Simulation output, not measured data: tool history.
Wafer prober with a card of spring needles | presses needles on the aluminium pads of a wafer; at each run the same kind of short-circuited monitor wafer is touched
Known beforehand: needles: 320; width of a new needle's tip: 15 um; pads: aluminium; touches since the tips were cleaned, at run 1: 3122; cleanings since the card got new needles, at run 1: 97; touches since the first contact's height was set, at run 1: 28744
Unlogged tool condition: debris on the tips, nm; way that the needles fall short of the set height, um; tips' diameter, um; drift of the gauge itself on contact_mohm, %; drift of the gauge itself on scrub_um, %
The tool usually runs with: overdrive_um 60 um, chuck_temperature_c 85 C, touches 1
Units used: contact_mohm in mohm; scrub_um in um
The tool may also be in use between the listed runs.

run    hour  overdrive_um  chuck_temperature_c  touches  touches since the tips were cleaned  cleanings since the card got new needles  touches since the first contact's height was set  contact_mohm  scrub_um
  1     0.0            60                   85        1                                 3122                                        97                                             28744           328    15.317
       13.0  -- tips cleaned on abrasive film
       34.0  -- tips cleaned on abrasive film
  2    48.3            60                   85        1                                 6225                                        99                                             49752           363    15.302
       52.2  -- tips cleaned on abrasive film
       70.3  -- tips cleaned on abrasive film
       91.0  -- tips cleaned on abrasive film
      112.0  -- tips cleaned on abrasive film
  3   121.9            66                   85        1                                 4339                                       103                                             81764           313    16.803
      134.3  -- tips cleaned on abrasive film
      147.7  -- height of the first contact set anew
      156.8  -- tips cleaned on abrasive film
  4   166.1            60                   48        1                                 4084                                       105                                              8025           358    15.352
      175.3  -- tips cleaned on abrasive film
      193.4  -- tips cleaned on abrasive film
      216.0  -- tips cleaned on abrasive film
      235.5  -- tips cleaned on abrasive film
  5   235.5            60                   37        1                                    0                                       109                                             38177           173    15.336
      253.7  -- tips cleaned on abrasive film
      274.7  -- tips cleaned on abrasive film
      295.5  -- tips cleaned on abrasive film
  6   307.0            60                   85        1                                 5011                                       112                                             69296           366    15.289
      315.0  -- tips cleaned on abrasive film
      337.4  -- tips cleaned on abrasive film
      355.6  -- tips cleaned on abrasive film
      362.9  -- height of the first contact set anew
      376.5  -- tips cleaned on abrasive film
  7   387.4            60                   85        1                                 4762                                       116                                             10675           348    15.346
      396.5  -- tips cleaned on abrasive film
      419.1  -- tips cleaned on abrasive film
      440.6  -- tips cleaned on abrasive film, once more
      460.5  -- tips cleaned on abrasive film
  8   460.5            60                   85        1                                    0                                       120                                             42447           179    15.313
      481.2  -- tips cleaned on abrasive film
      503.1  -- tips cleaned on abrasive film
  9   503.8            60                   85        1                                  294                                       122                                             61299           207    15.278
      525.4  -- tips cleaned on abrasive film
      546.2  -- tips cleaned on abrasive film
 10   553.1            60                   85        2                                 3028                                       124                                             82780           260    15.283
      566.5  -- tips cleaned on abrasive film
      575.8  -- height of the first contact set anew
      589.4  -- tips cleaned on abrasive film
      607.5  -- tips cleaned on abrasive film
      627.2  -- tips cleaned on abrasive film
 11   635.1            60                   85        2                                 3460                                       128                                             25782           277    15.349
      647.9  -- tips cleaned on abrasive film
      669.5  -- tips cleaned on abrasive film
 12   675.2            60                   85        2                                 2499                                       130                                             43251           247    15.328
      688.2  -- tips cleaned on abrasive film
      710.4  -- tips cleaned on abrasive film
      728.5  -- tips cleaned on abrasive film
 13   738.8            60                   85        2                                 4501                                       133                                             70924           286    15.297
      749.9  -- tips cleaned on abrasive film
      772.5  -- tips cleaned on abrasive film
 14   784.2            60                   85        2                                 5086                                       135                                             90653           285    15.252
      789.0  -- height of the first contact set anew
      793.6  -- tips cleaned on abrasive film
      815.5  -- tips cleaned on abrasive film
      838.1  -- tips cleaned on abrasive film
      859.2  -- tips cleaned on abrasive film
 15   866.9            51                   77        2                                 3343                                       139                                             33871           319    13.022
      879.9  -- tips cleaned on abrasive film
      902.0  -- tips cleaned on abrasive film
      922.5  -- tips cleaned on abrasive film
 16   922.5            51                   77        2                                    0                                       142                                             58058           167    13.009
      940.6  -- tips cleaned on abrasive film
      962.9  -- tips cleaned on abrasive film
 17   980.3            51                   77        2                                 7576                                       144                                             83232           349    12.977
      984.9  -- tips cleaned on abrasive film
     1001.7  -- height of the first contact set anew
     1006.3  -- tips cleaned on abrasive film
 18  1020.9            60                   41        1                                 6385                                       146                                              8355           381    15.360
     1025.5  -- tips cleaned on abrasive film
     1043.7  -- tips cleaned on abrasive film
     1061.8  -- tips cleaned on abrasive film
 19  1066.6            42                   85        1                                 2105                                       149                                             28198           441    10.708
     1080.2  -- tips cleaned on abrasive film
     1098.4  -- tips cleaned on abrasive film
 20  1101.1            65                   44        1                                 1212                                       151                                             43205           249    16.597
     1119.3  -- tips cleaned on abrasive film
     1140.8  -- tips cleaned on abrasive film
     1158.9  -- tips cleaned on abrasive film
     1177.0  -- tips cleaned on abrasive film
 21  1180.3            60                   82        2                                 1405                                       155                                             77615           228    15.254
     1198.0  -- tips cleaned on abrasive film
 22  1214.1            60                   46        2                                 7032                                       156                                             92379           297    15.247
     1218.7  -- tips cleaned on abrasive film
     1219.0  -- height of the first contact set anew
     1239.3  -- tips cleaned on abrasive film
     1260.9  -- tips cleaned on abrasive film
 23  1278.2            60                   47        2                                 7602                                       159                                             25798           299    15.350
     1282.8  -- tips cleaned on abrasive film
     1301.0  -- tips cleaned on abrasive film
     1322.5  -- tips cleaned on abrasive film
     1345.1  -- tips cleaned on abrasive film
 24  1357.0            60                   45        1                                 5194                                       163                                             60048           377    15.325
     1365.2  -- tips cleaned on abrasive film
     1386.7  -- tips cleaned on abrasive film
 25  1401.6            60                   56        1                                 6509                                       165                                             79474           392    15.278
     1406.2  -- tips cleaned on abrasive film
     1428.7  -- tips cleaned on abrasive film
     1433.5  -- height of the first contact set anew
 26  1437.4            75                   56        1                                 3679                                       167                                              1708           269    19.217
     1448.7  -- tips cleaned on abrasive film
     1466.8  -- tips cleaned on abrasive film
     1489.5  -- tips cleaned on abrasive film
     1509.5  -- tips cleaned on abrasive film
 27  1509.5            75                   56        1                                    0                                       171                                             33050           164    19.171
     1529.1  -- tips cleaned on abrasive film
     1551.0  -- tips cleaned on abrasive film
     1572.9  -- tips cleaned on abrasive film
 28  1576.6            67                  117        2                                 1608                                       174                                             62281           215    17.084

3 options for the next run, each taken on its own from the tool as it stands now. Forecast them:
     1594.8  -- tips cleaned on abrasive film
     1612.9  -- tips cleaned on abrasive film
     1631.0  -- tips cleaned on abrasive film
     1648.7  -- height of the first contact set anew
  A  1648.7            67                   31        2                                 7585                                       177                                                 0             ?         ?
     1594.8  -- tips cleaned on abrasive film
     1612.9  -- tips cleaned on abrasive film
     1631.0  -- tips cleaned on abrasive film
     1648.7  -- height of the first contact set anew
  B  1648.7            80                  108        3                                 7585                                       177                                                 0             ?         ?
     1594.8  -- tips cleaned on abrasive film
     1612.9  -- tips cleaned on abrasive film
     1631.0  -- tips cleaned on abrasive film
     1648.7  -- height of the first contact set anew
  C  1648.7            69                  101        2                                 7585                                       177                                                 0             ?         ?

run  contact_mohm  scrub_um
  A           269    17.160
  B           200    20.480
  C           264    17.666
With the hidden condition removed and each run's random variation left untouched, the same runs would have given:
run  contact_mohm  scrub_um
  A           140    17.160
  B           150    20.480
  C           153    17.666
